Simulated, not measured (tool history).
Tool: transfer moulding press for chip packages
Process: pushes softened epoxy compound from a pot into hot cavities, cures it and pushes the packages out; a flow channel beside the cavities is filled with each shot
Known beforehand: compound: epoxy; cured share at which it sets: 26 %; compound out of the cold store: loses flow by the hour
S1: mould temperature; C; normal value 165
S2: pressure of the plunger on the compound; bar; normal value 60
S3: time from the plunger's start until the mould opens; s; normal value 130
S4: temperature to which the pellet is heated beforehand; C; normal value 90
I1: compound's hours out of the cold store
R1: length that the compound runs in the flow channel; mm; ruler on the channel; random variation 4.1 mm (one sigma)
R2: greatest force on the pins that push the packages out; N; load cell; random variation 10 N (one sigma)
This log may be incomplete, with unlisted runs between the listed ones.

run   hour   S1    S2   S3  S4    I1    R1    R2
  1      0  165    60  130  90  35.9   892   923
  2   14.1  165    60  130  90  35.3   904   933
  3   28.7  165    60  130  90  45.2   843   966
  4   38.5  165    60  130  90  18.5   993  1002
  5   57.7  165    60  130  90  42.8   860   981
  6   78.3  165    60  130  90  26.8   943  1123
      83.8  -- cavities cleaned with cleaning compound and waxed
  7  100.4  165    60  167  90   9.1  1040   935
  8  120.7  165  63.2  167  90  39.1   903   913
     143.1  -- cavities cleaned with cleaning compound and waxed, once more
  9  143.4  165  63.2  167  90  44.3   872   398
 10  164.3  165  63.2  167  90  11.1  1056   541
 11  178.8  165  63.2  167  90  28.9   947   574
 12  194.1  161    60  130  90  19.8   992  1058
 13  209.3  165    60  130  81  46.7   827   831
 14  231.4  165    60  130  92  39.2   867   898
 15  248.7  162    60  156  90  37.5   886   858
 16  266.2  167  74.7  153  86  38.8   956   827
 17  289.2  167  74.7  153  86    41   943   881
 18  308.9  167  74.7  153  86  34.6   977   856
     320.1  -- cavities cleaned with cleaning compound and waxed
 19  332.9  167  74.7  153  86  26.3  1022   462
 20  354.7  167  64.4  161  86  43.6   857   563
 21  374.1  166  67.7  117  96  41.2   884   891
 22  385.7  166  67.7  117  92    11  1069   994
 23    400  169  67.7  117  92  26.8   957   871
 24  409.7  167  47.6  130  96  40.7   740   826
 25  426.9  173  49.8  154  95  41.3   738   751
 26  449.6  164    50  154  95  24.6   848   872
 27  460.9  164  52.7  162  84  33.6   824   851
 28  482.8  164  52.7  162  84  39.9   797   922

Pick out some run-to-run changes in R1. Of each, how much would a tool without hidden state show as well, from the settings, what came in and chance, and how much is left for the hidden state and any gauge scatter not in both results compared?
Hidden state at play: true mould temperature over the reading, C; pressure that reaches the compound, % of what is set; grip of the stained cavities, % over clean ones'; drift of the gauge itself on flow_mm, %; drift of the gauge itself on push_out_n, %.
Run 21 -> 22: S4 96 -> 92. R1 +185 mm: hidden state -8, all else +193.
Run 23 -> 24: S1 169 -> 167, S2 67.7 -> 47.6, S3 117 -> 130, S4 92 -> 96. R1 -217 mm: hidden state +9, all else -226.
